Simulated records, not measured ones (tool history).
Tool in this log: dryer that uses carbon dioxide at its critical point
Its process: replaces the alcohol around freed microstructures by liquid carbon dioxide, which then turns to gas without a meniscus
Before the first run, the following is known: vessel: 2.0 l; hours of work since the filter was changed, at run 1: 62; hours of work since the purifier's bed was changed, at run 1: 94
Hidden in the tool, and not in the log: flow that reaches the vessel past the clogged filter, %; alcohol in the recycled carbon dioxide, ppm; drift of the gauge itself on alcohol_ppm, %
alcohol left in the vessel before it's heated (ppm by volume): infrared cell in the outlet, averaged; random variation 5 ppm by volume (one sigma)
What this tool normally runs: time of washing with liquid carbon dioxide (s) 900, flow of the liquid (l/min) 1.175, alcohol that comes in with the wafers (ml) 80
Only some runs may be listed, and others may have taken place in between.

run	hour	time of washing with liquid carbon dioxide (s)	flow of the liquid (l/min)	alcohol that comes in with the wafers (ml)	hours of work since the filter was changed	hours of work since the purifier's bed was changed	alcohol left in the vessel before it's heated (ppm by volume)
1	0	900	1.175	80	62	94	48
2	48.8	900	0.8	80	78	111	184
3	79.5	900	1.175	80	89	121	60
4	130.4	900	1.175	80	106	139	57
5	173.1	900	1.175	80	121	153	75
6	217.1	900	1.57	80	136	168	61
7	245.5	900	1.57	80	146	178	62
8	281.3	900	0.78	80	158	190	273
9	304.6	780	0.78	80	166	198	457
10	352.9	900	1.175	55	183	215	80
11	394.1	900	1.175	55	197	229	85
12	446.6	600	1.175	80	215	247	255
13	470.3	600	1.175	80	223	255	266
14	525.3	600	1.175	80	242	274	283
15	561.4	600	1.175	80	254	286	287
16	586.6	600	1.175	24	263	295	161
17	614.1	600	1.175	24	272	304	170
18	642.8	600	1.175	24	282	314	170
19	691.5	600	1.175	24	299	331	168
20	733.9	960	1.175	24	313	346	119
21	785.9	960	1.175	24	331	363	122
# hour 825.7: inlet filter changed
22	835.2	960	1.175	24	3	380	134
23	882.6	900	1.175	46	20	396	143
24	925.6	900	1.175	46	34	411	149
25	966.4	900	1.175	46	48	425	149
26	1018	900	1.175	46	66	443	159
27	1063.5	900	1.175	46	82	458	163
28	1118	900	1.81	46	100	477	164
29	1156.3	960	1.35	32	113	490	166
30	1188.5	900	1.16	29	124	501	176
31	1225.9	660	1.45	22	137	514	183
32	1260.8	900	1.66	26	149	526	185
33	1292	900	0.74	80	160	537	437

Run 34 is up next; what results do you expect?
34	1344.9	900	0.74	80	178	555	?

{"run 34": {"alcohol left in the vessel before it's heated (ppm by volume)": 454}}
If the tool had no hidden condition, the same run with the same run-to-run variation would have returned alcohol left in the vessel before it's heated (ppm by volume) 216.
